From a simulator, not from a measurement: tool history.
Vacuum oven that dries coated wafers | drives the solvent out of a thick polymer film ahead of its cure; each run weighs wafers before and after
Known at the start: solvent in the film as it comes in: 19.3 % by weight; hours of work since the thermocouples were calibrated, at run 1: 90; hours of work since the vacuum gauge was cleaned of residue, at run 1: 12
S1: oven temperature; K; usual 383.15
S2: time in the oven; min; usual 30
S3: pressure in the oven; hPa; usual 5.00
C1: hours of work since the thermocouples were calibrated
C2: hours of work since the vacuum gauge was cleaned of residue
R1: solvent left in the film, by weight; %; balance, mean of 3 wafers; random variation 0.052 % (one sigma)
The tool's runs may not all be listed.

Run 1, day 0.000: usual settings; C1 90; C2 12. Result: R1 1.67 %.
Run 2, day 0.458: usual settings; C1 97; C2 19. Result: R1 1.49 %.
Run 3, day 0.717: usual settings; C1 101; C2 23. Result: R1 1.55 %.
Run 4, day 1.133: usual settings but S3 4.17 hPa; C1 107; C2 29. Result: R1 1.57 %.
Run 5, day 1.617: usual settings but S3 4.17 hPa; C1 114; C2 36. Result: R1 1.66 %.
Run 6, day 1.992: usual settings but S2 43 min, S3 4.17 hPa; C1 120; C2 42. Result: R1 0.68 %.
Run 7, day 2.292: usual settings but S2 43 min, S3 4.17 hPa; C1 124; C2 46. Result: R1 0.71 %.
Run 8, day 2.683: usual settings but S2 43 min, S3 4.17 hPa; C1 130; C2 52. Result: R1 0.71 %.
Run 9, day 3.121: usual settings but S3 5.16 hPa; C1 137; C2 59. Result: R1 1.69 %.
Run 10, day 3.504: usual settings but S3 5.16 hPa; C1 142; C2 64. Result: R1 1.75 %.
Run 11, day 3.821: usual settings but S3 5.16 hPa; C1 147; C2 69. Result: R1 1.57 %.
Run 12, day 4.158: usual settings but S2 47 min, S3 5.16 hPa; C1 152; C2 74. Result: R1 0.62 %.
Run 13, day 4.633: usual settings but S2 47 min, S3 5.16 hPa; C1 159; C2 81. Result: R1 0.64 %.
Run 14, day 4.975: usual settings but S2 47 min, S3 5.16 hPa; C1 164; C2 86. Result: R1 0.64 %.
Run 15, day 5.258: usual settings; C1 168; C2 91. Result: R1 1.62 %.
Run 16, day 5.596: usual settings but S1 394.15 K; C1 174; C2 96. Result: R1 0.31 %.
Run 17, day 5.912: usual settings but S1 394.15 K; C1 178; C2 100. Result: R1 0.49 %.
Run 18, day 6.408: usual settings but S1 394.15 K; C1 186; C2 108. Result: R1 0.39 %.
Run 19, day 6.862: usual settings but S1 394.15 K; C1 192; C2 115. Result: R1 0.41 %.
Run 20, day 7.325: usual settings but S1 395.15 K; C1 199; C2 121. Result: R1 0.37 %.
Run 21, day 7.662: usual settings but S1 395.15 K; C1 204; C2 127. Result: R1 0.35 %.
Run 22, day 8.067: usual settings but S1 373.15 K; C1 210; C2 133. Result: R1 4.27 %.
Run 23, day 8.558: usual settings but S1 395.15 K; C1 218; C2 140. Result: R1 0.42 %.
Run 24, day 8.929: usual settings but S1 395.15 K; C1 223; C2 145. Result: R1 0.40 %.
Run 25, day 9.404: usual settings but S1 395.15 K; C1 230; C2 153. Result: R1 0.40 %.
Run 26, day 9.667: usual settings but S2 19 min, S3 4.40 hPa; C1 234; C2 156. Result: R1 3.70 %.
Run 27, day 10.175: usual settings but S1 394.15 K, S2 36 min, S3 7.62 hPa; C1 242; C2 164. Result: R1 0.46 %.
Run 28, day 10.500: usual settings but S1 391.15 K, S2 46 min, S3 10.07 hPa; C1 247; C2 169. Result: R1 0.52 %.
Run 29, day 10.858: usual settings but S2 45 min, S3 4.05 hPa; C1 252; C2 174. Result: R1 0.67 %.
Run 30, day 11.154: usual settings but S1 372.15 K, S2 40 min, S3 3.87 hPa; C1 257; C2 179. Result: R1 3.04 %.
Run 31, day 11.529: usual settings but S1 398.15 K, S2 36 min, S3 4.17 hPa; C1 262; C2 184. Result: R1 0.21 %.
Run 32, day 11.817: usual settings but S1 393.15 K, S3 7.36 hPa; C1 266; C2 189. Result: R1 0.58 %.
Run 33, day 12.033: usual settings but S1 393.15 K, S3 7.36 hPa; C1 270; C2 192. Result: R1 0.65 %.
Run 34, day 12.288: usual settings but S1 384.15 K, S2 27 min; C1 273; C2 196. Result: R1 1.84 %.
Run 35, day 12.762: usual settings but S1 384.15 K, S2 27 min; C1 281; C2 203. Result: R1 1.84 %.
Run 36, day 13.138: usual settings but S1 384.15 K, S2 27 min; C1 286; C2 208. Result: R1 1.82 %.
Run 37, day 13.650: usual settings but S3 11.93 hPa; C1 294; C2 216. Result: R1 1.98 %.
Run 38, day 14.029: usual settings but S1 395.15 K; C1 299; C2 222. Result: R1 0.42 %.
Run 39, day 14.442: usual settings but S1 395.15 K; C1 306; C2 228. Result: R1 0.49 %.
Run 40, day 14.792: usual settings but S3 8.18 hPa; C1 311; C2 233. Result: R1 1.93 %.
Run 41, day 15.038: usual settings but S3 12.28 hPa; C1 315; C2 237. Result: R1 2.21 %.
Run 42, day 15.433: usual settings but S1 368.15 K, S2 16 min, S3 3.34 hPa; C1 320; C2 243. Result: R1 9.08 %.
Run 43, day 15.654: usual settings but S1 394.15 K, S2 20 min, S3 3.34 hPa; C1 324; C2 246. Result: R1 1.01 %.
Run 44, day 16.062: usual settings but S1 394.15 K, S2 20 min, S3 3.34 hPa; C1 330; C2 252. Result: R1 1.09 %.
Run 45, day 16.429: usual settings but S1 394.15 K, S2 20 min, S3 3.34 hPa; C1 335; C2 257. Result: R1 1.01 %.
Run 46, day 16.696: usual settings but S1 394.15 K, S2 41 min; C1 339; C2 261. Result: R1 0.33 %.

Forecast each of these 5 alternatives for the next run:
Run A, day 17.158: usual settings but S1 394.15 K, S2 40 min; C1 346; C2 268. Result: R1 ?.
Run B, day 17.158: usual settings but S1 390.15 K, S2 41 min; C1 346; C2 268. Result: R1 ?.
Run C, day 17.158: usual settings but S1 385.15 K, S2 41 min; C1 346; C2 268. Result: R1 ?.
Run D, day 17.158: usual settings but S1 372.15 K, S2 20 min, S3 16.89 hPa; C1 346; C2 268. Result: R1 ?.
Run E, day 17.158: usual settings but S2 19 min, S3 3.95 hPa; C1 346; C2 268. Result: R1 ?.

run    R1
  A  0.29
  B  0.45
  C  0.73
  D  7.83
  E  3.63
Without the tool's hidden state the same runs would have given:
run    R1
  A  0.22
  B  0.36
  C  0.59
  D  7.52
  E  3.37
